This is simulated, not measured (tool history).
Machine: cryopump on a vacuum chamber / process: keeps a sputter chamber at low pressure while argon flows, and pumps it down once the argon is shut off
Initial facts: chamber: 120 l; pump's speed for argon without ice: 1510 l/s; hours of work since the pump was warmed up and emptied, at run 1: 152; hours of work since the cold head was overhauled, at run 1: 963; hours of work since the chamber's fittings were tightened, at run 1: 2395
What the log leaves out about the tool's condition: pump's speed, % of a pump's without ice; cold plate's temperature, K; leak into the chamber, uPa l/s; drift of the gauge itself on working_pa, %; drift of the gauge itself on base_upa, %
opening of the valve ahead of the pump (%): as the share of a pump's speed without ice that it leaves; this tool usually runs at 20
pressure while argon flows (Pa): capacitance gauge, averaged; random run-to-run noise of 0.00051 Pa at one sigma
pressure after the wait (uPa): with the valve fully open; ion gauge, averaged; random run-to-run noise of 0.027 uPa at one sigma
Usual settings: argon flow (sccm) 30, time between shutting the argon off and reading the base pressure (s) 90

run    hour  argon flow (sccm)  time between shutting the argon off and reading the base pressure (s)  opening of the valve ahead of the pump (%)  hours of work since the pump was warmed up and emptied  hours of work since the cold head was overhauled  hours of work since the chamber's fittings were tightened  pressure while argon flows (Pa)  pressure after the wait (uPa)
  1     0.0                 30                                                                     90                                          20                                                     152                                               963                                                       2395                           0.1704                           3.25
  2    35.4                 30                                                                     90                                          20                                                     178                                               989                                                       2421                           0.1708                           3.26
       73.3  -- leaking fittings of the chamber tightened, without venting
  3   115.7                 30                                                                     90                                          48                                                     235                                              1046                                                         31                           0.0736                           1.24
  4   172.9                 30                                                                     90                                          26                                                     276                                              1088                                                         73                           0.1324                           1.27
  5   217.6                 30                                                                     90                                          26                                                     309                                              1120                                                        105                           0.1338                           1.26
      283.4  -- pump warmed up, emptied and cooled again
  6   293.4                 30                                                                     90                                          20                                                       7                                              1172                                                        157                           0.1686                           1.29
  7   363.0                 30                                                                     90                                          20                                                      58                                              1223                                                        208                           0.1699                           1.34
  8   424.0                 28                                                                     90                                          20                                                     103                                              1267                                                        252                           0.1590                           1.38
  9   483.8                 30                                                                     90                                          37                                                     146                                              1311                                                        296                           0.0935                           1.44
 10   542.6                 30                                                                     90                                          20                                                     189                                              1354                                                        339                           0.1719                           1.49
 11   584.7                 30                                                                     90                                          19                                                     220                                              1385                                                        369                           0.1805                           1.56
 12   655.8                 51                                                                     90                                          20                                                     272                                              1436                                                        421                           0.2939                           1.64
 13   734.8                 51                                                                     90                                          20                                                     329                                              1494                                                        479                           0.2946                           1.70
      770.2  -- pump warmed up, emptied and cooled again
 14   821.0                 30                                                                    204                                          20                                                      37                                              1553                                                        538                           0.1690                           1.09
 15   862.7                 30                                                                    204                                          26                                                      67                                              1584                                                        569                           0.1310                           1.13
 16   917.4                 50                                                                    119                                          21                                                     107                                              1624                                                        608                           0.2695                           1.46
 17   965.1                 46                                                                    119                                          21                                                     142                                              1658                                                        643                           0.2498                           1.47
 18  1006.6                 53                                                                    155                                          50                                                     172                                              1689                                                        674                           0.1240                           1.40
 19  1041.8                 15                                                                    262                                          18                                                     198                                              1714                                                        699                           0.0945                           1.17
 20  1090.3                 15                                                                    262                                          18                                                     234                                              1750                                                        735                           0.0953                           1.23
 21  1146.9                 39                                                                     29                                          35                                                     275                                              1791                                                        776                           0.1297                           4.06

Some steps in pressure while argon flows (Pa), run to run, broken into two amounts with sign: the step expected even without the hidden condition (settings, incoming material, random variation), and the rest, left for the hidden condition together with whatever gauge scatter is not in both the measured and the hidden-condition-free result:
Run 5 -> 6: opening of the valve ahead of the pump (%) 26 -> 20, pump warmed up, emptied and cooled again. pressure while argon flows (Pa) +0.0348: hidden state -0.0038, all else +0.0386.
Run 13 -> 14: argon flow (sccm) 51 -> 30, time between shutting the argon off and reading the base pressure (s) 90 -> 204, pump warmed up, emptied and cooled again. pressure while argon flows (Pa) -0.1256: hidden state -0.0078, all else -0.1178.
Run 15 -> 16: argon flow (sccm) 30 -> 50, time between shutting the argon off and reading the base pressure (s) 204 -> 119, opening of the valve ahead of the pump (%) 26 -> 21. pressure while argon flows (Pa) +0.1385: hidden state +0.0019, all else +0.1366.
Run 17 -> 18: argon flow (sccm) 46 -> 53, time between shutting the argon off and reading the base pressure (s) 119 -> 155, opening of the valve ahead of the pump (%) 21 -> 50. pressure while argon flows (Pa) -0.1258: hidden state +0.0012, all else -0.1270.
